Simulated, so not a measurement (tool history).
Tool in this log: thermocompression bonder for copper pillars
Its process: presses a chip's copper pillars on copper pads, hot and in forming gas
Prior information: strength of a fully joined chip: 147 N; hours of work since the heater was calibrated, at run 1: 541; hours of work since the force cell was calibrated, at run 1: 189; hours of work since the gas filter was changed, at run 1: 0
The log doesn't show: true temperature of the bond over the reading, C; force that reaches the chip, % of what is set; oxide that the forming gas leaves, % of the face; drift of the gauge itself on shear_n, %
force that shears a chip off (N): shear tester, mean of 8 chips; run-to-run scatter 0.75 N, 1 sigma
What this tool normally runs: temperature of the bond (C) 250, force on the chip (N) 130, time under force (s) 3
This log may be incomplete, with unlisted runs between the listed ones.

| run | hour | temperature of the bond (C) | force on the chip (N) | time under force (s) | hours of work since the heater was calibrated | hours of work since the force cell was calibrated | hours of work since the gas filter was changed | force that shears a chip off (N) |
|---|---|---|---|---|---|---|---|---|
| 1 | 0 | 250 | 130 | 3 | 541 | 189 | 0 | 50.5 |
| 2 | 32.6 | 250 | 130 | 3 | 563 | 210 | 21 | 51 |
| 3 | 51.8 | 250 | 130 | 2 | 575 | 223 | 34 | 43.6 |
| 4 | 84.6 | 259 | 130 | 2 | 596 | 244 | 55 | 50.8 |
| 5 | 111.2 | 274 | 130 | 2 | 614 | 261 | 72 | 65.2 |
| 6 | 145.7 | 250 | 130 | 3 | 636 | 284 | 95 | 50.4 |
| 7 | 164.1 | 250 | 130 | 3 | 648 | 296 | 107 | 50.2 |
|  | 190.9 | forming gas filter changed |
| 8 | 196.5 | 250 | 130 | 6 | 669 | 317 | 4 | 65.6 |
| 9 | 214.6 | 261 | 130 | 3 | 681 | 328 | 15 | 60.6 |
| 10 | 230.8 | 250 | 190 | 3 | 691 | 339 | 26 | 60.5 |
| 11 | 263.2 | 250 | 190 | 3 | 712 | 360 | 47 | 59.9 |
| 12 | 278.4 | 250 | 190 | 3 | 722 | 370 | 57 | 61.3 |
|  | 282.9 | heater calibrated with a thermocouple chip |
| 13 | 307.7 | 250 | 190 | 3 | 16 | 388 | 75 | 56.6 |
| 14 | 340.6 | 250 | 130 | 3 | 38 | 409 | 96 | 46.7 |
|  | 369 | heater calibrated with a thermocouple chip, once more |
| 15 | 379.5 | 250 | 130 | 3 | 7 | 433 | 120 | 55.4 |
|  | 383.7 | forming gas filter changed |
| 16 | 414.1 | 250 | 130 | 3 | 29 | 455 | 20 | 54 |
| 17 | 438.7 | 250 | 130 | 3 | 45 | 471 | 36 | 53.8 |
| 18 | 455.4 | 250 | 130 | 3 | 56 | 482 | 47 | 53.3 |
| 19 | 491.1 | 250 | 130 | 3 | 79 | 506 | 70 | 55.4 |
| 20 | 525.2 | 250 | 130 | 6 | 101 | 528 | 92 | 69.8 |
| 21 | 554.8 | 250 | 130 | 6 | 121 | 547 | 111 | 68.8 |
|  | 573.1 | forming gas filter changed |
| 22 | 574.6 | 250 | 130 | 6 | 133 | 560 | 1 | 71.4 |
| 23 | 607.1 | 250 | 130 | 6 | 154 | 581 | 22 | 70.8 |
| 24 | 623.8 | 244 | 130 | 6 | 165 | 592 | 33 | 62.5 |
| 25 | 651.1 | 272 | 103 | 7 | 183 | 609 | 51 | 91.3 |
| 26 | 682.8 | 260 | 101 | 2 | 204 | 630 | 71 | 46.8 |
| 27 | 706 | 260 | 101 | 2 | 219 | 645 | 87 | 47.4 |
| 28 | 741.4 | 237 | 78 | 5 | 242 | 668 | 110 | 39 |
|  | 762.5 | forming gas filter changed |
| 29 | 769.8 | 265 | 181 | 2 | 260 | 686 | 5 | 70.9 |
| 30 | 793.4 | 227 | 123 | 2 | 275 | 702 | 20 | 28.5 |
| 31 | 818.6 | 227 | 123 | 2 | 292 | 718 | 37 | 27.4 |
| 32 | 836.3 | 227 | 123 | 2 | 303 | 730 | 48 | 28.3 |
| 33 | 857.4 | 250 | 130 | 2 | 317 | 743 | 62 | 45.8 |
| 34 | 886.2 | 250 | 116 | 3 | 336 | 762 | 81 | 49.4 |
| 35 | 917.3 | 250 | 116 | 3 | 356 | 783 | 101 | 48.9 |
|  | 952.1 | forming gas filter changed |
| 36 | 954 | 228 | 107 | 3 | 380 | 806 | 1 | 31.2 |
| 37 | 985.3 | 228 | 107 | 3 | 400 | 826 | 22 | 30.5 |
| 38 | 1002.4 | 269 | 150 | 5 | 411 | 838 | 33 | 90.1 |
| 39 | 1038.9 | 269 | 150 | 5 | 435 | 861 | 57 | 90.5 |

Across each entry between runs, compare the hidden state at the last listed run before it with the hidden state at the first listed run after it:
Run 7 -> run 8: forming gas filter changed (hour 190.9)
  true temperature of the bond over the reading, C: -4.9 -> -5; oxide that the forming gas leaves, % of the face: 2.89 -> 0.89
  the result without the hidden state subtracted from the measured one, force that shears a chip off (N): -6.3 -> -6.3
Run 12 -> run 13: heater calibrated with a thermocouple chip (hour 282.9)
  true temperature of the bond over the reading, C: -5.3 -> -8.3; force that reaches the chip, % of what is set: 98.2 -> 98.1; oxide that the forming gas leaves, % of the face: 2.06 -> 2.43
  the result without the hidden state subtracted from the measured one, force that shears a chip off (N): -7.2 -> -10.4
Run 14 -> run 15: heater calibrated with a thermocouple chip, once more (hour 369)
  true temperature of the bond over the reading, C: -8.4 -> 0.7; force that reaches the chip, % of what is set: 98.1 -> 98; oxide that the forming gas leaves, % of the face: 2.9 -> 3.42
  the result without the hidden state subtracted from the measured one, force that shears a chip off (N): -9.3 -> -1.6
Run 15 -> run 16: forming gas filter changed (hour 383.7)
  true temperature of the bond over the reading, C: 0.7 -> 0.6; force that reaches the chip, % of what is set: 98 -> 97.9; oxide that the forming gas leaves, % of the face: 3.42 -> 1.08
  the result without the hidden state subtracted from the measured one, force that shears a chip off (N): -1.6 -> -0.4
Run 21 -> run 22: forming gas filter changed (hour 573.1)
  force that reaches the chip, % of what is set: 97.6 -> 97.5; oxide that the forming gas leaves, % of the face: 3.14 -> 0.56
  the result without the hidden state subtracted from the measured one, force that shears a chip off (N): -2.6 -> -0.8
Run 28 -> run 29: forming gas filter changed (hour 762.5)
  true temperature of the bond over the reading, C: -0.5 -> -0.6; oxide that the forming gas leaves, % of the face: 2.88 -> 0.83
  the result without the hidden state subtracted from the measured one, force that shears a chip off (N): -2 -> -1.9
Run 35 -> run 36: forming gas filter changed (hour 952.1)
  true temperature of the bond over the reading, C: -1.1 -> -1.2; force that reaches the chip, % of what is set: 96.8 -> 96.7; oxide that the forming gas leaves, % of the face: 2.91 -> 0.6
  the result without the hidden state subtracted from the measured one, force that shears a chip off (N): -3.1 -> -1.5
